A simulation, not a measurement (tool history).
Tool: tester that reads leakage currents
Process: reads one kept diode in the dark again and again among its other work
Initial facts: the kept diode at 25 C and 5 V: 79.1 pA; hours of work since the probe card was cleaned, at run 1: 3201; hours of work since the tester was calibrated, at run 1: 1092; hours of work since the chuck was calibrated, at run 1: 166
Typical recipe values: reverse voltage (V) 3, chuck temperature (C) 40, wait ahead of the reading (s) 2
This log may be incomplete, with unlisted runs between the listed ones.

run	hour	reverse voltage (V)	chuck temperature (C)	wait ahead of the reading (s)	hours of work since the probe card was cleaned	hours of work since the tester was calibrated	hours of work since the chuck was calibrated	current that the tester gives (pA)
1	0	3	40	2	3201	1092	166	173.57
2	34.5	3	40	2	3216	1107	181	173.14
3	62.6	3	40	2	3228	1119	193	172.52
4	93.7	3	40	2	3242	1133	207	172.93
5	125.3	3	40	2	3255	1147	220	172.7
6	158.7	3	40	2	3270	1161	235	172.27
7	216.9	3	40	2	3295	1186	260	172.9
8	266.3	3	40	2	3317	1208	281	172.05
9	300.4	3	40	3.36	3331	1223	296	171.99
10	334.6	3	40	3.36	3346	1237	311	171.92
11	361.8	3	40	3.36	3358	1249	323	171.35
12	407.3	3	40	3.36	3378	1269	343	172.43
13	438.4	3	40	3.36	3391	1282	356	171.71
14	484.8	11.82	51	0.43	3411	1303	376	768.7
15	547.4	9.25	22	0.43	3439	1330	403	103.36
16	613.1	15.17	22	1.1	3467	1358	432	135.22
17	664.5	3	40	0.47	3489	1381	454	173.69
18	707.5	3	40	7.21	3508	1399	473	170.3
19	770.4	8.46	25	1.6	3535	1426	500	114.5
20	805.4	7.75	25	1.05	3550	1442	515	108.91
21	852.1	2.43	30	5.73	3571	1462	536	77.09
22	899	1.21	45	3.8	3591	1482	556	140.81
23	939	2.83	40	2	3608	1500	573	164.94
24	991.3	2.67	21	2	3631	1522	596	43.1
25	1021.6	1.27	35	8.63	3644	1535	609	74.35
26	1082	4.67	20	0.37	3670	1562	635	59.41

A few steps of current that the tester gives (pA) between consecutive runs. Split each: what settings, incoming material and random variation would produce without the hidden state, and what is left over for the hidden state, along with gauge scatter present in only one of the two compared results (measured, and without hidden state):
Hidden state at play: stray current of the dirty probe card, pA a volt; current scale over the true one, %; true chuck temperature over the reading, C; drift of the gauge itself on leakage_pa, %.
Run 13 -> 14: reverse voltage (V) 3 -> 11.82, chuck temperature (C) 40 -> 51, wait ahead of the reading (s) 3.36 -> 0.43. current that the tester gives (pA) +596.99: hidden state +4.49, all else +592.5.
Run 14 -> 15: reverse voltage (V) 11.82 -> 9.25, chuck temperature (C) 51 -> 22. current that the tester gives (pA) -665.34: hidden state +0.72, all else -666.06.
Run 16 -> 17: reverse voltage (V) 15.17 -> 3, chuck temperature (C) 22 -> 40, wait ahead of the reading (s) 1.1 -> 0.47. current that the tester gives (pA) +38.47: hidden state -10.48, all else +48.95.
Run 18 -> 19: reverse voltage (V) 3 -> 8.46, chuck temperature (C) 40 -> 25, wait ahead of the reading (s) 7.21 -> 1.6. current that the tester gives (pA) -55.8: hidden state +4.96, all else -60.76.

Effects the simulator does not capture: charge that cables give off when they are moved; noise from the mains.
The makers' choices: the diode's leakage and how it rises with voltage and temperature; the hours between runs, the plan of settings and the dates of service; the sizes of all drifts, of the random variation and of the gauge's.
